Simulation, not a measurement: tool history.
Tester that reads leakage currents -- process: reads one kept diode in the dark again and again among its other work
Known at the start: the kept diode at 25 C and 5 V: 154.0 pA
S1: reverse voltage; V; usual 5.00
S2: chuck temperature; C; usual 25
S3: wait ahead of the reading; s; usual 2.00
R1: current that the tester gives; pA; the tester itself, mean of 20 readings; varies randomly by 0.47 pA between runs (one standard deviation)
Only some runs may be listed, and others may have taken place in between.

run 1 day=0.000 | S1=5.00 S2=25 S3=2.00 | R1=155.34
run 2 day=2.308 | S1=5.00 S2=25 S3=2.00 | R1=153.72
run 3 day=5.571 | S1=5.00 S2=25 S3=2.00 | R1=151.62
run 4 day=8.542 | S1=5.00 S2=25 S3=2.00 | R1=149.78
run 5 day=10.562 | S1=1.36 S2=25 S3=2.00 | R1=69.51
run 6 day=12.783 | S1=5.00 S2=25 S3=2.00 | R1=148.15
run 7 day=16.133 | S1=5.00 S2=25 S3=2.00 | R1=146.34
run 8 day=20.067 | S1=5.00 S2=57 S3=2.00 | R1=2185.26
run 9 day=22.129 | S1=5.00 S2=25 S3=2.24 | R1=144.12
run 10 day=26.183 | S1=5.00 S2=25 S3=2.24 | R1=141.16
-- day=27.867 probe card cleaned and baked
run 11 day=30.125 | S1=5.00 S2=25 S3=1.94 | R1=126.65
run 12 day=32.367 | S1=5.00 S2=25 S3=1.94 | R1=126.40
run 13 day=34.558 | S1=5.00 S2=25 S3=1.94 | R1=125.21
-- day=37.383 chuck's temperature calibrated
run 14 day=38.775 | S1=5.00 S2=25 S3=1.94 | R1=156.78
run 15 day=40.725 | S1=5.00 S2=25 S3=1.94 | R1=155.54
run 16 day=43.779 | S1=5.00 S2=25 S3=1.94 | R1=153.47
run 17 day=47.508 | S1=5.00 S2=25 S3=2.00 | R1=151.04
run 18 day=49.254 | S1=5.00 S2=25 S3=2.00 | R1=149.97
run 19 day=53.225 | S1=5.00 S2=25 S3=2.00 | R1=147.95
run 20 day=56.204 | S1=5.00 S2=25 S3=2.00 | R1=146.57
run 21 day=58.350 | S1=5.00 S2=41 S3=7.76 | R1=617.27
run 22 day=61.433 | S1=12.44 S2=25 S3=1.15 | R1=243.45
run 23 day=64.500 | S1=1.84 S2=54 S3=2.12 | R1=1016.39
run 24 day=66.304 | S1=5.00 S2=22 S3=2.00 | R1=106.07
run 25 day=68.625 | S1=16.99 S2=44 S3=2.00 | R1=1527.05
run 26 day=70.596 | S1=16.99 S2=44 S3=2.00 | R1=1518.18
run 27 day=73.096 | S1=15.16 S2=41 S3=6.56 | R1=1085.51
run 28 day=76.612 | S1=15.16 S2=41 S3=0.82 | R1=1082.18
run 29 day=78.662 | S1=5.00 S2=25 S3=0.37 | R1=138.98
run 30 day=81.133 | S1=5.00 S2=25 S3=2.76 | R1=132.84
run 31 day=83.071 | S1=3.66 S2=47 S3=1.54 | R1=785.22
run 32 day=86.571 | S1=3.66 S2=47 S3=1.54 | R1=779.01
-- day=89.050 chuck's temperature calibrated
run 33 day=89.342 | S1=5.00 S2=28 S3=1.53 | R1=208.11
run 34 day=91.417 | S1=5.00 S2=28 S3=1.53 | R1=208.49
run 35 day=94.888 | S1=4.40 S2=24 S3=2.00 | R1=132.54
run 36 day=98.929 | S1=4.40 S2=24 S3=2.00 | R1=130.63
run 37 day=102.812 | S1=6.75 S2=48 S3=2.01 | R1=1344.60
run 38 day=104.546 | S1=6.75 S2=48 S3=2.01 | R1=1341.00
run 39 day=108.154 | S1=4.92 S2=25 S3=0.93 | R1=148.37
run 40 day=111.921 | S1=4.92 S2=25 S3=0.93 | R1=146.24

Branching from run 40: 4 alternative next runs. What would each branch give?
run A day=115.567 | S1=13.36 S2=25 S3=0.93 | R1=?
run B day=115.567 | S1=5.00 S2=42 S3=0.93 | R1=?
run C day=115.567 | S1=6.32 S2=25 S3=1.25 | R1=?
run D day=115.567 | S1=5.00 S2=22 S3=2.00 | R1=?

run=A R1=260.60
run=B R1=651.80
run=C R1=166.55
run=D R1=109.75
What these runs would have given with no unlogged condition in the tool:
run=A R1=272.43
run=B R1=720.17
run=C R1=178.02
run=D R1=116.29
